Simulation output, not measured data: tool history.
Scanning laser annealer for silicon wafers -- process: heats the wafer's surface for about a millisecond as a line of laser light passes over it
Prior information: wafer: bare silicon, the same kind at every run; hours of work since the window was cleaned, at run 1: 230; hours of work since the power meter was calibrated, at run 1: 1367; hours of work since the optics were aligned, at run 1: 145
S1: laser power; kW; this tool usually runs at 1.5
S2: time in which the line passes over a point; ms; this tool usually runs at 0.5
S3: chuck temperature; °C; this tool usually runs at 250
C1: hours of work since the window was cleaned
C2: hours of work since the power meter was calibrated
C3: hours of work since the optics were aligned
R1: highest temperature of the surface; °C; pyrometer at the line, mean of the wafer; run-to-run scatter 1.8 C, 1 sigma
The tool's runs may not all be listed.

run,hour,S1,S2,S3,C1,C2,C3,R1
1,0,1.5,0.5,250,230,1367,145,966
2,88.2,1.5,0.527,250,276,1413,191,985
3,155,1.5,0.527,250,311,1448,226,982
4,250.7,1.5,0.527,250,361,1498,276,975
5,306.5,1.5,0.445,250,390,1527,305,907
6,402.9,1.5,0.5,250,440,1577,355,950
7,495.7,1.5,0.5,250,489,1626,403,944
8,544,1.5,0.5,250,514,1651,429,942
9,629.4,1.5,0.5,250,559,1696,473,940
# hour 665.4: window over the wafer cleaned
10,688.1,1.5,0.5,250,12,1725,503,982
11,775.9,1.5,0.5,249,58,1771,549,976
12,853.9,1.5,0.5,249,98,1812,589,970
13,944.8,1.5,0.5,250,146,1859,637,970
14,1026.3,1.5,0.5,250,188,1902,679,967
15,1109.3,1.5,0.5,250,232,1945,723,963
16,1208.2,1.5,0.5,250,283,1997,774,959
17,1285.1,1.5,0.5,250,323,2037,814,954
18,1326,1.5,0.5,250,345,2058,836,954
19,1422.9,1.5,0.5,250,395,2109,886,948
20,1517,1.5,0.5,250,444,2158,935,945
# hour 1524.1: laser's power meter calibrated
21,1581.2,1.5,0.5,250,476,30,967,941
22,1629,1.5,0.5,250,501,55,992,937
23,1679.4,1.574,0.564,241,528,81,1019,1022
24,1747.8,1.347,0.5,284,563,117,1054,879
# hour 1770.2: window over the wafer cleaned
25,1807.5,1.325,0.427,282,19,147,1084,843
# hour 1835.9: laser's power meter calibrated, once more
26,1864,1.417,0.511,250,47,15,1112,934
27,1919.8,1.637,0.437,250,77,44,1141,1002
28,1976,1.552,0.467,247,106,73,1171,973
29,2047.8,1.367,0.483,233,143,111,1208,860
30,2145.9,1.357,0.42,266,195,162,1259,835
31,2203.8,1.598,0.453,250,225,192,1290,982
32,2274.3,1.598,0.453,250,262,229,1326,978
33,2358,1.647,0.573,250,305,272,1370,1114
34,2402.8,1.647,0.406,230,329,296,1394,932
35,2484.6,1.647,0.545,257,371,339,1436,1087
36,2547.3,1.279,0.419,215,404,371,1469,729
37,2627,1.356,0.436,262,446,413,1511,827
38,2696,1.567,0.423,245,482,449,1547,913
39,2767.2,1.567,0.423,245,519,486,1584,910
40,2847.1,1.471,0.393,250,560,528,1625,830
# hour 2876.7: window over the wafer cleaned
# hour 2939.5: optics aligned, line set to its width
41,2948.7,1.471,0.393,250,35,577,5,876

Predict each of these 3 candidate next runs independently; none follows another, all start after run 41:
A,3042.7,1.608,0.398,250,84,626,54,?
B,3042.7,1.5,0.5,271,84,626,54,?
C,3042.7,1.471,0.547,250,84,626,54,?

run,R1
A,952
B,999
C,1003
Without the tool's hidden state the same runs would have given:
run,R1
A,962
B,1010
C,1014
